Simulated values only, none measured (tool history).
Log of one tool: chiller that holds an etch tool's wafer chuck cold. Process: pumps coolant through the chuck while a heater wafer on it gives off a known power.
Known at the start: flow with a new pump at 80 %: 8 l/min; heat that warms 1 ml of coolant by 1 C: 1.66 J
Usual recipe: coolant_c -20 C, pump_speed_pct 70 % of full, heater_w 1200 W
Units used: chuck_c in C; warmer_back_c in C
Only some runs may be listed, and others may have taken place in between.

Run 1, day 0: usual settings. Result: chuck_c -6.3 C, warmer_back_c 6.33 C.
Run 2, day 2.921: usual settings. Result: chuck_c -6.6 C, warmer_back_c 6.36 C.
Run 3, day 4.533: usual settings. Result: chuck_c -6.2 C, warmer_back_c 6.3 C.
Run 4, day 6.55: usual settings. Result: chuck_c -6.4 C, warmer_back_c 6.43 C.
Run 5, day 9.229: usual settings. Result: chuck_c -6.2 C, warmer_back_c 6.32 C.
Run 6, day 11.421: usual settings. Result: chuck_c -6.3 C, warmer_back_c 6.35 C.
Run 7, day 14.388: usual settings. Result: chuck_c -6.3 C, warmer_back_c 6.32 C.
Run 8, day 16.996: usual settings. Result: chuck_c -6.5 C, warmer_back_c 6.33 C.
Run 9, day 19.321: usual settings but heater_w 725 W. Result: chuck_c -11.7 C, warmer_back_c 3.88 C.
Run 10, day 21.875: usual settings but coolant_c -10 C, heater_w 1451 W. Result: chuck_c 6.8 C, warmer_back_c 7.71 C.
Run 11, day 24.729: usual settings but coolant_c -10 C, heater_w 1451 W. Result: chuck_c 6.7 C, warmer_back_c 7.65 C.
Run 12, day 26.596: usual settings but coolant_c -29 C, pump_speed_pct 61 % of full, heater_w 1021 W. Result: chuck_c -16.1 C, warmer_back_c 6.27 C.
Run 13, day 28.442: usual settings but coolant_c -29 C, pump_speed_pct 94 % of full, heater_w 704 W. Result: chuck_c -22.4 C, warmer_back_c 2.72 C.

Alternative continuations, all from the tool just after run 13; predict every row:
Run A, day 31.188: usual settings but pump_speed_pct 79 % of full. Result: chuck_c ?, warmer_back_c ?.
Run B, day 31.188: usual settings but coolant_c -16 C. Result: chuck_c ?, warmer_back_c ?.
Run C, day 31.188: usual settings but coolant_c -13 C, pump_speed_pct 89 % of full, heater_w 614 W. Result: chuck_c ?, warmer_back_c ?.
Run D, day 31.188: usual settings but pump_speed_pct 80 % of full, heater_w 773 W. Result: chuck_c ?, warmer_back_c ?.
Run E, day 31.188: usual settings but coolant_c -16 C, heater_w 798 W. Result: chuck_c ?, warmer_back_c ?.

run  chuck_c  warmer_back_c
  A       -7           5.57
  B       -2           6.39
  C     -7.2           2.53
  D    -11.9           3.58
  E     -6.8            4.2
The same runs, with their run-to-run variation unchanged, on a tool lacking any hidden condition would have given:
run  chuck_c  warmer_back_c
  A     -9.2           5.48
  B     -4.4           6.28
  C     -8.2           2.49
  D    -13.3           3.53
  E     -8.3           4.13

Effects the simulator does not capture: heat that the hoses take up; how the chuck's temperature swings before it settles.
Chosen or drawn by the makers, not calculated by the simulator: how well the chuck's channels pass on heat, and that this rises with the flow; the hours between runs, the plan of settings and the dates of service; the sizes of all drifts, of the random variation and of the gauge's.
